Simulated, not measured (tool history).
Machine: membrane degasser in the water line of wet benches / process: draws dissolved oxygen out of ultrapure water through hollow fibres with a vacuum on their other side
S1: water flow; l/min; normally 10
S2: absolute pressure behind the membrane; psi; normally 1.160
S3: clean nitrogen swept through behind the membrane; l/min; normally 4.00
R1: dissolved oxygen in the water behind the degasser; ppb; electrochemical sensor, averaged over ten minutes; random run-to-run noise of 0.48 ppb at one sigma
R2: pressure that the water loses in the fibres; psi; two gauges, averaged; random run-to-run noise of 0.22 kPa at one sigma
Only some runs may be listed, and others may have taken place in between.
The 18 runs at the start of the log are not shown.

run    hour  S1     S2     S3     R1     R2
 19  3046.9   7  2.363   7.34   39.9  5.825
 20  3211.2   7  1.160   5.29   24.8  5.813
 21  3392.1   7  1.160   5.29   23.8  5.861
 22  3562.2  10  0.902   1.85   58.8  8.348
 23  3742.0  10  0.902   1.85   58.5  8.331
 24  3854.5  10  1.633  11.96   34.3  8.417
 25  3992.5   7  1.633   2.74   63.2  5.875
 26  4102.9   8  1.160   2.49   51.5  6.753
 27  4329.2   8  1.160   2.49   52.0  6.767
 28  4489.7   8  2.705   2.61  135.4  6.804
 29  4625.6   8  2.705   2.61  134.3  6.772
 30  4853.5   8  1.562   2.61   74.4  6.783
     4880.2  -- membrane cartridge changed
     4989.6  -- seals of the vacuum lines changed
 31  5113.4   8  1.072   2.54   39.3  5.993
 32  5257.3   8  1.072   2.54   39.3  6.052

Branching from run 32: 4 alternative next runs. What would each branch give?
  A  5465.6   7  0.808   2.18   ?   ?
  B  5465.6   8  0.770  10.92   ?   ?
  C  5465.6   8  1.244   2.54   ?   ?
  D  5465.6  10  1.534   4.00   ?   ?

run    R1     R2
  A  24.5  5.288
  B   8.9  5.986
  C  48.7  6.045
  D  57.0  7.568
Without the tool's hidden state the same runs would have given:
run    R1     R2
  A  22.3  5.255
  B   8.2  5.948
  C  46.2  6.006
  D  54.8  7.520

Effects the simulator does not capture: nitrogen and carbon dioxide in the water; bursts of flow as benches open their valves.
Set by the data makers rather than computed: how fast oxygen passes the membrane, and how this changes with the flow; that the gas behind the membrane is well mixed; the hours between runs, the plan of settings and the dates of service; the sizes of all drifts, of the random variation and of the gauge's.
